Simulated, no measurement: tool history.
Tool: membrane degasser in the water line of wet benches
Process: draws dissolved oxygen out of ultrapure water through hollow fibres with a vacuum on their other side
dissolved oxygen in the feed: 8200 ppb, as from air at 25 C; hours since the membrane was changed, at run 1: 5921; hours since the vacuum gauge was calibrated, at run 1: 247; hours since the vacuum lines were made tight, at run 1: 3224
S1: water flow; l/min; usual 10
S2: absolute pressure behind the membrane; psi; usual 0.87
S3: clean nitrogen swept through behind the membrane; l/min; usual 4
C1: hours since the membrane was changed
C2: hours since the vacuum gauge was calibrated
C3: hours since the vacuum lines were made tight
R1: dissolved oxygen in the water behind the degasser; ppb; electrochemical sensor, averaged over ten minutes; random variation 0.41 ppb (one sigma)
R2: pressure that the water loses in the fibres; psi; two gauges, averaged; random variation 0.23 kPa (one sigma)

Run 1, hour 0: usual settings; C1 5921; C2 247; C3 3224. Result: R1 31.5 ppb, R2 8.901 psi.
Run 2, hour 250.3: usual settings but S2 1.587 psi; C1 6171; C2 498; C3 3474. Result: R1 62.4 ppb, R2 8.878 psi.
Run 3, hour 388.5: usual settings but S1 8 l/min; C1 6309; C2 636; C3 3613. Result: R1 19.5 ppb, R2 7.149 psi.
Run 4, hour 656: usual settings but S1 8 l/min; C1 6577; C2 903; C3 3880. Result: R1 20.1 ppb, R2 7.142 psi.
Run 5, hour 854.8: usual settings but S1 8 l/min; C1 6776; C2 1102; C3 4079. Result: R1 20.1 ppb, R2 7.139 psi.
Run 6, hour 1048.1: usual settings but S1 8 l/min; C1 6969; C2 1296; C3 4272. Result: R1 20 ppb, R2 7.158 psi.
Run 7, hour 1289.9: usual settings but S2 0.76 psi; C1 7211; C2 1537; C3 4514. Result: R1 27.1 ppb, R2 9.045 psi.
Run 8, hour 1605.7: usual settings; C1 7526; C2 1853; C3 4830. Result: R1 33.2 ppb, R2 8.968 psi.
Run 9, hour 1754.6: usual settings but S1 7 l/min; C1 7675; C2 2002; C3 4979. Result: R1 16.2 ppb, R2 6.3 psi.
At hour 1772.8: vacuum gauge calibrated.
Run 10, hour 2032: usual settings but S1 7 l/min; C1 7952; C2 259; C3 5256. Result: R1 16.7 ppb, R2 6.341 psi.
Run 11, hour 2369.5: usual settings but S1 7 l/min; C1 8290; C2 597; C3 5593. Result: R1 16.8 ppb, R2 6.369 psi.
At hour 2440.4: vacuum gauge calibrated, once more.
Run 12, hour 2571.1: usual settings but S1 7 l/min; C1 8491; C2 131; C3 5794. Result: R1 15.3 ppb, R2 6.364 psi.
Run 13, hour 2822.6: usual settings; C1 8742; C2 382; C3 6046. Result: R1 33.9 ppb, R2 9.062 psi.
Run 14, hour 3082.5: usual settings; C1 9002; C2 642; C3 6306. Result: R1 33.7 ppb, R2 9.129 psi.
Run 15, hour 3280.1: usual settings; C1 9200; C2 840; C3 6503. Result: R1 33.7 ppb, R2 9.139 psi.
Run 16, hour 3522.7: usual settings; C1 9442; C2 1082; C3 6746. Result: R1 33.7 ppb, R2 9.098 psi.
Run 17, hour 3828.5: usual settings but S1 9 l/min, S2 1.14 psi; C1 9748; C2 1388; C3 7052. Result: R1 36.9 ppb, R2 8.33 psi.
At hour 3954.2: seals of the vacuum lines changed.
Run 18, hour 4117.2: usual settings but S1 9 l/min, S2 1.14 psi; C1 10035; C2 1675; C3 163. Result: R1 37.9 ppb, R2 8.176 psi.
Run 19, hour 4351.7: usual settings but S1 8 l/min, S2 1.336 psi; C1 10269; C2 1909; C3 397. Result: R1 36.6 ppb, R2 7.358 psi.
Run 20, hour 4685.2: usual settings but S1 7 l/min, S2 0.828 psi; C1 10603; C2 2243; C3 731. Result: R1 14.8 ppb, R2 6.467 psi.
Run 21, hour 4866.4: usual settings but S1 7 l/min, S2 0.828 psi; C1 10784; C2 2424; C3 912. Result: R1 15.1 ppb, R2 6.472 psi.
Run 22, hour 5102.8: usual settings but S1 7 l/min, S2 0.828 psi; C1 11021; C2 2660; C3 1149. Result: R1 15.3 ppb, R2 6.511 psi.
Run 23, hour 5339.4: usual settings but S1 7 l/min, S2 0.828 psi; C1 11257; C2 2897; C3 1385. Result: R1 14.9 ppb, R2 6.461 psi.
Run 24, hour 5599.2: usual settings but S1 7 l/min, S2 0.828 psi; C1 11517; C2 3157; C3 1645. Result: R1 15.4 ppb, R2 6.511 psi.
Run 25, hour 5824.3: usual settings but S1 7 l/min, S2 0.828 psi; C1 11742; C2 3382; C3 1870. Result: R1 16.2 ppb, R2 6.492 psi.
Run 26, hour 6092.8: usual settings but S1 7 l/min, S2 0.828 psi; C1 12011; C2 3650; C3 2139. Result: R1 15.8 ppb, R2 6.508 psi.
Run 27, hour 6247.3: usual settings but S1 7 l/min, S2 0.828 psi; C1 12165; C2 3805; C3 2293. Result: R1 15.4 ppb, R2 6.505 psi.
At hour 6350: membrane cartridge changed.
Run 28, hour 6467.4: usual settings but S1 6 l/min, S2 0.77 psi, S3 6.01 l/min; C1 117; C2 4021; C3 2509. Result: R1 6.7 ppb, R2 5.101 psi.
Run 29, hour 6805.7: usual settings but S1 13 l/min, S2 0.77 psi, S3 3.27 l/min; C1 456; C2 4359; C3 2848. Result: R1 53.9 ppb, R2 11.052 psi.
Run 30, hour 7115.8: usual settings but S1 8 l/min, S2 1.896 psi, S3 3.27 l/min; C1 766; C2 4669; C3 3158. Result: R1 68.3 ppb, R2 6.815 psi.
Run 31, hour 7281.8: usual settings but S1 8 l/min, S2 1.896 psi, S3 3.27 l/min; C1 932; C2 4835; C3 3324. Result: R1 66.5 ppb, R2 6.901 psi.

How the hidden state differs across the entries between the runs, from the last listed run before each to the first after it:
Between runs 9 and 10: vacuum gauge calibrated (hour 1772.8)
  membrane still open, %: 94.7 -> 94.5; true pressure behind the membrane over the reading, kPa: 0.13 -> 0.22; air that leaks in behind the membrane, l/min: 0.0117 -> 0.0123
  measured less the result without the state, R1: +2.1 -> +2.6 ppb; R2: +0.334 -> +0.347 psi
Between runs 11 and 12: vacuum gauge calibrated, once more (hour 2440.4)
  membrane still open, %: 94.3 -> 94.1; true pressure behind the membrane over the reading, kPa: 0.25 -> -0.04; air that leaks in behind the membrane, l/min: 0.0131 -> 0.0135
  measured less the result without the state, R1: +2.8 -> +1.5 ppb; R2: +0.364 -> +0.373 psi
Between runs 17 and 18: seals of the vacuum lines changed (hour 3954.2)
  membrane still open, %: 93.3 -> 93.1; true pressure behind the membrane over the reading, kPa: 0.06 -> 0.09; air that leaks in behind the membrane, l/min: 0.0161 -> 0.0043
  measured less the result without the state, R1: +5.5 -> +4.8 ppb; R2: +0.557 -> +0.567 psi
Between runs 27 and 28: membrane cartridge changed (hour 6350)
  membrane still open, %: 91.7 -> 99.9; true pressure behind the membrane over the reading, kPa: 0.26 -> 0.28; air that leaks in behind the membrane, l/min: 0.0088 -> 0.0093
  measured less the result without the state, R1: +3.3 -> +1 ppb; R2: +0.544 -> +0.006 psi
